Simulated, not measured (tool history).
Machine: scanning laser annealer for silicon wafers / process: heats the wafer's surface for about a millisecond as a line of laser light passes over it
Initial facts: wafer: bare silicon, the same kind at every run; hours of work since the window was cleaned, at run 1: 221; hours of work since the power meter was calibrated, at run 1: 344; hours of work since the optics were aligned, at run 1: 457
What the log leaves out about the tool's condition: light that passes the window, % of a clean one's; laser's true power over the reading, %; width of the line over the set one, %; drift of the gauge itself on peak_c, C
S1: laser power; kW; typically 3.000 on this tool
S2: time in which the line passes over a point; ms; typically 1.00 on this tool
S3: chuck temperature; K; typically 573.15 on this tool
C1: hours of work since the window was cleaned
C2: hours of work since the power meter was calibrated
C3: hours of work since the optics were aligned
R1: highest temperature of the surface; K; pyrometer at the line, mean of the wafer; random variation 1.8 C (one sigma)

run   hour     S1    S2      S3   C1   C2   C3       R1
  1    0.0  3.000  1.00  573.15  221  344  457  1293.15
  2   21.5  3.000  1.00  573.15  238  361  474  1295.15
  3   37.1  3.000  1.00  573.15  250  374  487  1293.15
  4   70.9  3.000  1.00  573.15  277  401  513  1295.15
  5   87.7  3.000  1.00  573.15  290  414  527  1292.15
  6  105.6  3.000  1.00  573.15  305  428  541  1294.15
  7  129.7  3.000  1.00  573.15  324  447  560  1295.15
  8  147.9  3.000  1.00  573.15  338  462  574  1294.15
  9  180.6  3.000  1.00  573.15  364  488  600  1294.15
 10  199.9  2.634  1.03  536.15  379  503  616  1187.15
 11  225.6  2.782  1.00  573.15  400  523  636  1245.15
 12  246.2  2.596  0.82  596.15  416  540  652  1158.15
 13  260.3  2.596  0.82  596.15  427  551  663  1159.15
 14  288.2  3.047  1.00  573.15  449  573  686  1304.15
 15  305.0  2.694  1.00  573.15  463  586  699  1227.15
 16  333.1  2.881  1.07  608.15  485  609  721  1332.15
 17  352.2  2.671  1.11  540.15  500  624  736  1228.15

Here are 3 independent what-if runs from the current tool condition. What would each one return?
  A  380.4  2.930  1.09  540.15  522  646  759   ?
  B  380.4  2.600  1.00  573.15  522  646  759   ?
  C  380.4  2.606  1.01  573.15  522  646  759   ?

run       R1
  A  1283.15
  B  1205.15
  C  1208.15
The same runs, with their run-to-run variation unchanged, on a tool lacking any hidden condition would have given:
run       R1
  A  1283.15
  B  1206.15
  C  1208.15
